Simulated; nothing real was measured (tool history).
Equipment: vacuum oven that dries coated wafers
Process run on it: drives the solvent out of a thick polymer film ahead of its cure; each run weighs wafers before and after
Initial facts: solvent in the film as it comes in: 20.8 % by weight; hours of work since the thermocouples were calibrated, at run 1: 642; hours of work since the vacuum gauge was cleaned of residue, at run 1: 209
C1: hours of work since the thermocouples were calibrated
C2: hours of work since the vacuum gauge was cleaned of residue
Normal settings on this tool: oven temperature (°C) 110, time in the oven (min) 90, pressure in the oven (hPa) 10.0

Run 1, hour 0.0: usual settings; C1 642; C2 209. Result: solvent left in the film (%) 2.31.
Run 2, hour 15.9: usual settings but oven temperature (°C) 120; C1 653; C2 220. Result: solvent left in the film (%) 0.66.
Run 3, hour 30.5: usual settings but pressure in the oven (hPa) 32.8; C1 663; C2 230. Result: solvent left in the film (%) 3.03.
Run 4, hour 40.2: usual settings; C1 670; C2 236. Result: solvent left in the film (%) 2.40.
Run 5, hour 49.5: usual settings; C1 676; C2 243. Result: solvent left in the film (%) 2.41.
Run 6, hour 63.4: usual settings; C1 686; C2 252. Result: solvent left in the film (%) 2.38.
Run 7, hour 76.8: usual settings but time in the oven (min) 57; C1 695; C2 261. Result: solvent left in the film (%) 4.64.
Run 8, hour 85.9: usual settings; C1 701; C2 268. Result: solvent left in the film (%) 2.30.
Run 9, hour 104.4: usual settings; C1 714; C2 280. Result: solvent left in the film (%) 2.32.
Run 10, hour 117.0: usual settings but oven temperature (°C) 112; C1 722; C2 289. Result: solvent left in the film (%) 1.91.
Run 11, hour 126.9: usual settings; C1 729; C2 296. Result: solvent left in the film (%) 2.37.
Run 12, hour 140.7: usual settings; C1 739; C2 305. Result: solvent left in the film (%) 2.36.
Run 13, hour 150.8: usual settings; C1 745; C2 312. Result: solvent left in the film (%) 2.34.
Run 14, hour 160.3: usual settings; C1 752; C2 319. Result: solvent left in the film (%) 2.31.
Run 15, hour 176.7: usual settings; C1 763; C2 330. Result: solvent left in the film (%) 2.27.
Run 16, hour 193.6: usual settings but time in the oven (min) 113; C1 775; C2 341. Result: solvent left in the film (%) 1.40.
Run 17, hour 204.9: usual settings but time in the oven (min) 113; C1 783; C2 349. Result: solvent left in the film (%) 1.52.
Run 18, hour 222.8: usual settings but time in the oven (min) 113; C1 795; C2 361. Result: solvent left in the film (%) 1.58.
Run 19, hour 232.5: usual settings but time in the oven (min) 113; C1 801; C2 368. Result: solvent left in the film (%) 1.41.
Run 20, hour 251.1: usual settings; C1 814; C2 381. Result: solvent left in the film (%) 2.33.
Run 21, hour 263.3: usual settings; C1 823; C2 389. Result: solvent left in the film (%) 2.35.
Run 22, hour 273.3: usual settings; C1 829; C2 396. Result: solvent left in the film (%) 2.22.
Run 23, hour 289.8: usual settings but time in the oven (min) 128; C1 841; C2 407. Result: solvent left in the film (%) 1.18.
Run 24, hour 309.9: usual settings but time in the oven (min) 128; C1 855; C2 421. Result: solvent left in the film (%) 1.04.
Run 25, hour 319.9: usual settings but oven temperature (°C) 101; C1 861; C2 428. Result: solvent left in the film (%) 5.11.
Run 26, hour 328.9: usual settings but oven temperature (°C) 118, pressure in the oven (hPa) 26.6; C1 868; C2 434. Result: solvent left in the film (%) 1.17.
Run 27, hour 348.5: usual settings but oven temperature (°C) 118, pressure in the oven (hPa) 26.6; C1 881; C2 448. Result: solvent left in the film (%) 1.17.
Run 28, hour 367.8: usual settings but oven temperature (°C) 98, time in the oven (min) 154, pressure in the oven (hPa) 34.8; C1 894; C2 461. Result: solvent left in the film (%) 4.21.
Run 29, hour 380.7: usual settings but oven temperature (°C) 98, time in the oven (min) 154, pressure in the oven (hPa) 37.2; C1 903; C2 470. Result: solvent left in the film (%) 4.25.
Run 30, hour 390.6: usual settings but oven temperature (°C) 104, time in the oven (min) 87, pressure in the oven (hPa) 22.5; C1 910; C2 476. Result: solvent left in the film (%) 4.41.
Run 31, hour 406.3: usual settings but time in the oven (min) 69, pressure in the oven (hPa) 15.1; C1 921; C2 487. Result: solvent left in the film (%) 3.55.
Run 32, hour 419.6: usual settings but oven temperature (°C) 104, time in the oven (min) 64, pressure in the oven (hPa) 6.6; C1 930; C2 496. Result: solvent left in the film (%) 5.81.
Run 33, hour 431.4: usual settings but oven temperature (°C) 122, time in the oven (min) 56, pressure in the oven (hPa) 22.4; C1 938; C2 504. Result: solvent left in the film (%) 1.65.
Run 34, hour 443.7: usual settings but oven temperature (°C) 122, time in the oven (min) 56, pressure in the oven (hPa) 22.4; C1 946; C2 513. Result: solvent left in the film (%) 1.69.
Run 35, hour 454.0: usual settings but oven temperature (°C) 122, time in the oven (min) 56, pressure in the oven (hPa) 22.4; C1 953; C2 520. Result: solvent left in the film (%) 1.67.
Run 36, hour 472.4: usual settings but oven temperature (°C) 109, pressure in the oven (hPa) 17.9; C1 966; C2 533. Result: solvent left in the film (%) 2.68.
Run 37, hour 486.2: usual settings but oven temperature (°C) 109, pressure in the oven (hPa) 17.9; C1 975; C2 542. Result: solvent left in the film (%) 2.66.
Run 38, hour 504.0: usual settings but oven temperature (°C) 109, pressure in the oven (hPa) 17.9; C1 988; C2 554. Result: solvent left in the film (%) 2.61.
Run 39, hour 512.9: usual settings but oven temperature (°C) 112, time in the oven (min) 103, pressure in the oven (hPa) 8.2; C1 994; C2 560. Result: solvent left in the film (%) 1.31.
Run 40, hour 524.5: usual settings but time in the oven (min) 91, pressure in the oven (hPa) 11.7; C1 1002; C2 568. Result: solvent left in the film (%) 2.22.
Run 41, hour 539.5: usual settings but pressure in the oven (hPa) 17.9; C1 1012; C2 579. Result: solvent left in the film (%) 2.44.
Run 42, hour 558.8: usual settings but pressure in the oven (hPa) 15.8; C1 1025; C2 592. Result: solvent left in the film (%) 2.33.
Run 43, hour 573.0: usual settings but pressure in the oven (hPa) 15.8; C1 1035; C2 601. Result: solvent left in the film (%) 2.29.
Run 44, hour 582.2: usual settings but pressure in the oven (hPa) 15.8; C1 1041; C2 608. Result: solvent left in the film (%) 2.42.
Run 45, hour 601.4: usual settings but pressure in the oven (hPa) 12.4; C1 1054; C2 621. Result: solvent left in the film (%) 2.29.
Run 46, hour 620.9: usual settings but oven temperature (°C) 97, pressure in the oven (hPa) 22.6; C1 1068; C2 634. Result: solvent left in the film (%) 6.87.
Run 47, hour 634.1: usual settings but oven temperature (°C) 97, pressure in the oven (hPa) 22.6; C1 1077; C2 643. Result: solvent left in the film (%) 6.83.

Had the tool no unlogged condition, and each run kept its random variation, what would the results have been?
What the log doesn't record here: true wafer temperature over the reading, C; true pressure over the reading, kPa; drift of the gauge itself on solvent_pct, %.
run  solvent left in the film (%)
  1                          2.68
  2                          0.80
  3                          3.43
  4                          2.78
  5                          2.80
  6                          2.77
  7                          5.16
  8                          2.69
  9                          2.72
 10                          2.27
 11                          2.78
 12                          2.78
 13                          2.76
 14                          2.72
 15                          2.69
 16                          1.73
 17                          1.85
 18                          1.91
 19                          1.74
 20                          2.77
 21                          2.81
 22                          2.68
 23                          1.47
 24                          1.32
 25                          5.78
 26                          1.41
 27                          1.42
 28                          4.85
 29                          4.89
 30                          5.07
 31                          4.16
 32                          6.53
 33                          2.04
 34                          2.08
 35                          2.06
 36                          3.25
 37                          3.21
 38                          3.17
 39                          1.69
 40                          2.75
 41                          2.98
 42                          2.87
 43                          2.85
 44                          2.98
 45                          2.85
 46                          7.72
 47                          7.69

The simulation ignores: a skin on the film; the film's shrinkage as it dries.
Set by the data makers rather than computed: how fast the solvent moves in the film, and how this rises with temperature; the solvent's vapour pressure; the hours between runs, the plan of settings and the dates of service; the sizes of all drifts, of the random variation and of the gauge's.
